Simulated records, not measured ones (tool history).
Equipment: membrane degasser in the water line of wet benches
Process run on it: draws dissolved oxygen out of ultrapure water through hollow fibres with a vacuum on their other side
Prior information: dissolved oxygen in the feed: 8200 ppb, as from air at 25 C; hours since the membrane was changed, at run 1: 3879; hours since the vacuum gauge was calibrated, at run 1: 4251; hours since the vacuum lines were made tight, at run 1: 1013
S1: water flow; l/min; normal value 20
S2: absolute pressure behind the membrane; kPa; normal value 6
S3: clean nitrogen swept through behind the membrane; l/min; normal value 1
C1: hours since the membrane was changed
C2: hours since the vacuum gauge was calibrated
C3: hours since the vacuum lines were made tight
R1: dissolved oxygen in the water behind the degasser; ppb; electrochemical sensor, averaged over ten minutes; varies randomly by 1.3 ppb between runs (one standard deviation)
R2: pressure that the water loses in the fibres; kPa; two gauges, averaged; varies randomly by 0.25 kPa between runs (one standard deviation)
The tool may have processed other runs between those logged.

run,day,S1,S2,S3,C1,C2,C3,R1,R2
1,0,20,6,1,3879,4251,1013,126.3,64.39
2,3.408,20,6,1,3961,4333,1095,130.3,65.06
3,6.396,20,6,1,4032,4404,1166,126.9,64.72
4,10.038,15,6,1,4120,4492,1254,96,48.52
5,15.704,16,6,1,4256,4628,1390,103.3,51.76
6,20.646,20,6,1,4374,4746,1508,128.4,64.57
7,23.433,20,6,1,4441,4813,1575,127.1,64.71
8,26.667,20,6,1,4519,4891,1653,128.2,64.59
9,30.588,20,6,1,4613,4985,1747,128.4,64.73
10,33.296,20,5.68,1,4678,5050,1812,114.7,65.13
11,36.358,20,5.68,1,4751,5123,1885,112.4,65.32
12,40.542,20,5.68,1,4852,5224,1986,112.4,65.23
13,45.433,20,5.68,0.73,4969,5341,2103,146.5,65.39
14,49.358,14,6,1,5063,5435,2197,92.6,45.87
15,55.533,14,6,1,5212,5583,2345,90.8,45.88
16,61.779,14,6,1,5362,5733,2495,89.9,45.96
17,66,24,10.62,0.47,5463,5835,2597,670.7,78.36
18,69.654,24,10.62,0.47,5551,5922,2684,680.2,78.66
19,74.779,24,6,1.32,5674,6045,2807,119.7,78.72
20,78.333,17,6.15,1,5759,6131,2893,114.8,55.67
21,84.488,24,6,1,5907,6278,3040,149.8,78.43
22,88.792,24,4.45,0.43,6010,6382,3144,134.1,79.17
23,94.933,29,12.62,0.56,6157,6529,3291,860.5,95.71
24,98.158,19,14.76,2.21,6235,6607,3369,233.6,62.66
25,103.217,19,5.42,0.61,6356,6728,3490,144.9,62.43
26,108.754,16,9.18,1.19,6489,6861,3623,184.5,52.89
27,112.696,14,12.44,0.79,6584,6955,3717,360.4,46.22
28,117.3,14,12.44,0.79,6694,7066,3828,359.8,46.27
29,122.804,31,5.8,0.49,6826,7198,3960,301.4,102.56
30,126.933,21,3.84,1.74,6925,7297,4059,23,69.71
31,131.771,14,13.13,0.66,7041,7413,4175,443.2,46.55

The same runs without the tool's hidden state, with the same run-to-run variation:
Hidden state at play: membrane still open, %; true pressure behind the membrane over the reading, kPa; air that leaks in behind the membrane, l/min; drift of the gauge itself on oxygen_ppb, %; drift of the gauge itself on loss_of_pressure_kpa, %.
run,R2
1,64.37
2,65
3,64.63
4,48.42
5,51.6
6,64.32
7,64.42
8,64.27
9,64.37
10,64.73
11,64.88
12,64.75
13,64.85
14,45.46
15,45.42
16,45.45
17,77.44
18,77.68
19,77.67
20,54.9
21,77.26
22,77.93
23,94.11
24,61.58
25,61.3
26,51.89
27,45.31
28,45.32
29,100.37
30,68.17
31,45.49
R1: differs from the measured result by no more than 0.3 ppb in any run.
